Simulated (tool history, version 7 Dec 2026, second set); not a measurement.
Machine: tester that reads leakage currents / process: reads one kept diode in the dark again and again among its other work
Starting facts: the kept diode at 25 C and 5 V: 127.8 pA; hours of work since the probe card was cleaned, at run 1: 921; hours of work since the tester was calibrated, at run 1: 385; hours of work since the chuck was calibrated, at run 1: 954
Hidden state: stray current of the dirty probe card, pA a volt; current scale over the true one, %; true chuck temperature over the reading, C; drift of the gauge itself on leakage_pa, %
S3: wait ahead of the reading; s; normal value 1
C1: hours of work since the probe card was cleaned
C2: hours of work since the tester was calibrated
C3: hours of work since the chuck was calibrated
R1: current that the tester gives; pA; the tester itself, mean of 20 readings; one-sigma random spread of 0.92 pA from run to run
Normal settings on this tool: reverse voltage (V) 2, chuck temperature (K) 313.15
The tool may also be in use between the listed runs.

run 1 hour=0 | reverse_voltage_(V)=2 chuck_temperature_(K)=313.15 S3=1 | C1=921 C2=385 C3=954 | R1=307.42
run 2 hour=42.1 | reverse_voltage_(V)=2 chuck_temperature_(K)=313.15 S3=1 | C1=943 C2=407 C3=976 | R1=307.31
run 3 hour=80.6 | reverse_voltage_(V)=2 chuck_temperature_(K)=313.15 S3=1 | C1=963 C2=427 C3=996 | R1=308.23
run 4 hour=101.3 | reverse_voltage_(V)=2 chuck_temperature_(K)=313.15 S3=1 | C1=974 C2=438 C3=1007 | R1=307.4
run 5 hour=123.6 | reverse_voltage_(V)=2 chuck_temperature_(K)=313.15 S3=1 | C1=985 C2=449 C3=1018 | R1=307.09
run 6 hour=165.1 | reverse_voltage_(V)=2 chuck_temperature_(K)=313.15 S3=1 | C1=1007 C2=471 C3=1040 | R1=305.23
run 7 hour=189.8 | reverse_voltage_(V)=2 chuck_temperature_(K)=313.15 S3=1 | C1=1020 C2=483 C3=1053 | R1=306.8
run 8 hour=231.5 | reverse_voltage_(V)=2 chuck_temperature_(K)=313.15 S3=1 | C1=1041 C2=505 C3=1074 | R1=306.26
run 9 hour=268.6 | reverse_voltage_(V)=2 chuck_temperature_(K)=295.15 S3=1 | C1=1060 C2=524 C3=1093 | R1=69.64
run 10 hour=292.3 | reverse_voltage_(V)=2 chuck_temperature_(K)=295.15 S3=1 | C1=1073 C2=537 C3=1106 | R1=69.66
run 11 hour=320.7 | reverse_voltage_(V)=2 chuck_temperature_(K)=295.15 S3=1 | C1=1087 C2=551 C3=1120 | R1=69.82
run 12 hour=340.4 | reverse_voltage_(V)=2 chuck_temperature_(K)=295.15 S3=1 | C1=1098 C2=561 C3=1131 | R1=69.73
run 13 hour=382.4 | reverse_voltage_(V)=2 chuck_temperature_(K)=313.15 S3=1 | C1=1119 C2=583 C3=1152 | R1=309.35
run 14 hour=417.5 | reverse_voltage_(V)=2 chuck_temperature_(K)=312.15 S3=1.32 | C1=1138 C2=601 C3=1171 | R1=283.72
run 15 hour=448.7 | reverse_voltage_(V)=1 chuck_temperature_(K)=318.15 S3=1.28 | C1=1154 C2=618 C3=1187 | R1=343.7
run 16 hour=468.1 | reverse_voltage_(V)=1 chuck_temperature_(K)=299.15 S3=1.28 | C1=1164 C2=628 C3=1197 | R1=75.35
run 17 hour=498.4 | reverse_voltage_(V)=17.84 chuck_temperature_(K)=316.15 S3=3.55 | C1=1180 C2=643 C3=1213 | R1=891.84
run 18 hour=517 | reverse_voltage_(V)=2.31 chuck_temperature_(K)=296.15 S3=3.55 | C1=1189 C2=653 C3=1222 | R1=80.06
run 19 hour=554.2 | reverse_voltage_(V)=6.66 chuck_temperature_(K)=316.15 S3=3.55 | C1=1208 C2=672 C3=1242 | R1=615.09
run 20 hour=586.3 | reverse_voltage_(V)=6.66 chuck_temperature_(K)=316.15 S3=3.55 | C1=1225 C2=689 C3=1258 | R1=615.11
run 21 hour=615.4 | reverse_voltage_(V)=6.66 chuck_temperature_(K)=316.15 S3=3.55 | C1=1240 C2=704 C3=1273 | R1=612.63
run 22 hour=641.5 | reverse_voltage_(V)=6.66 chuck_temperature_(K)=301.15 S3=2.06 | C1=1254 C2=718 C3=1287 | R1=184.98
run 23 hour=669.2 | reverse_voltage_(V)=7.11 chuck_temperature_(K)=296.15 S3=2.99 | C1=1268 C2=732 C3=1301 | R1=123.69
run 24 hour=698.7 | reverse_voltage_(V)=3.97 chuck_temperature_(K)=307.15 S3=4.61 | C1=1283 C2=747 C3=1316 | R1=247.99
run 25 hour=737.8 | reverse_voltage_(V)=9.75 chuck_temperature_(K)=298.15 S3=4.61 | C1=1304 C2=767 C3=1337 | R1=165.95

Consider 5 possible next runs. They are alternatives, not a sequence: every one starts from the tool as it was left by run 25. What does each give?
run A hour=770.3 | reverse_voltage_(V)=1.09 chuck_temperature_(K)=294.15 S3=1 | C1=1320 C2=784 C3=1354 | R1=?
run B hour=770.3 | reverse_voltage_(V)=15.63 chuck_temperature_(K)=306.15 S3=2.37 | C1=1320 C2=784 C3=1354 | R1=?
run C hour=770.3 | reverse_voltage_(V)=7.51 chuck_temperature_(K)=317.15 S3=0.43 | C1=1320 C2=784 C3=1354 | R1=?
run D hour=770.3 | reverse_voltage_(V)=18.89 chuck_temperature_(K)=328.15 S3=4.61 | C1=1320 C2=784 C3=1354 | R1=?
run E hour=770.3 | reverse_voltage_(V)=13.54 chuck_temperature_(K)=305.15 S3=0.91 | C1=1320 C2=784 C3=1354 | R1=?

run=A R1=50.6
run=B R1=387.99
run=C R1=696.15
run=D R1=2221.9
run=E R1=339.71
Without the tool's unlogged condition, the same runs would have read:
run=A R1=50.62
run=B R1=387.59
run=C R1=696.68
run=D R1=2223.73
run=E R1=339.36

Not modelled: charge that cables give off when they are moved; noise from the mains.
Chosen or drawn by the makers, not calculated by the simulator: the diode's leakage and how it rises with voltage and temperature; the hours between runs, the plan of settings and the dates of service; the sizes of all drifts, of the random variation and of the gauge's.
